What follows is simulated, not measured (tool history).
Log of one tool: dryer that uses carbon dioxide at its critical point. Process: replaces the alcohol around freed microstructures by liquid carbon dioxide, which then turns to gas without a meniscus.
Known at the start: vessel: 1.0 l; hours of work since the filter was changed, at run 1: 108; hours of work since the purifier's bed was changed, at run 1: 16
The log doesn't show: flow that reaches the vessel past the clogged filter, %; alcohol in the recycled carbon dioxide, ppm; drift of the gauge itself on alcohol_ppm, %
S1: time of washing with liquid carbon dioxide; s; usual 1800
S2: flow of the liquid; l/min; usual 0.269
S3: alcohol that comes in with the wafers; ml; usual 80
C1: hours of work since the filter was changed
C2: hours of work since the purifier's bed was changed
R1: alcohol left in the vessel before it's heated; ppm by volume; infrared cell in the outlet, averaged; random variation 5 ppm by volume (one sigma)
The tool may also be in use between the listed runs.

run,hour,S1,S2,S3,C1,C2,R1
1,0,1800,0.269,80,108,16,55
2,7.9,1200,0.269,80,110,19,561
3,19.1,1200,0.269,80,114,22,567
4,30.8,1200,0.269,80,118,26,551
5,40.9,1800,0.269,80,121,29,46
6,51.6,1800,0.269,80,125,33,59
7,62.2,1800,0.42,80,128,36,10
8,69.8,1800,0.42,80,130,39,12
9,81.6,1800,0.42,80,134,43,10
10,92,1800,0.42,80,138,46,2
11,97.3,1800,0.42,80,140,48,3
12,108.8,1800,0.42,80,143,52,8
13,116.6,1380,0.223,80,146,54,752
14,123.7,1380,0.223,80,148,56,779
15,135.5,2580,0.184,80,152,60,67
16,144,2760,0.271,67,155,63,15
17,155.5,2820,0.298,51,159,67,13
18,163,2820,0.298,51,161,69,4
19,175.2,2700,0.244,40,165,73,8
20,180.5,1800,0.242,61,167,75,95
21,186.7,1800,0.242,61,169,77,91
22,195.2,1200,0.382,88,172,80,94

4 ways to go on from here, each from the tool as it stands after run 22. What would each give?
A,202.7,1200,0.326,97,174,82,?
B,202.7,1800,0.26,80,174,82,?
C,202.7,1800,0.269,45,174,82,?
D,202.7,1200,0.382,42,174,82,?

run,R1
A,265
B,67
C,34
D,52
Without the tool's hidden state the same runs would have given:
run,R1
A,179
B,37
C,18
D,33
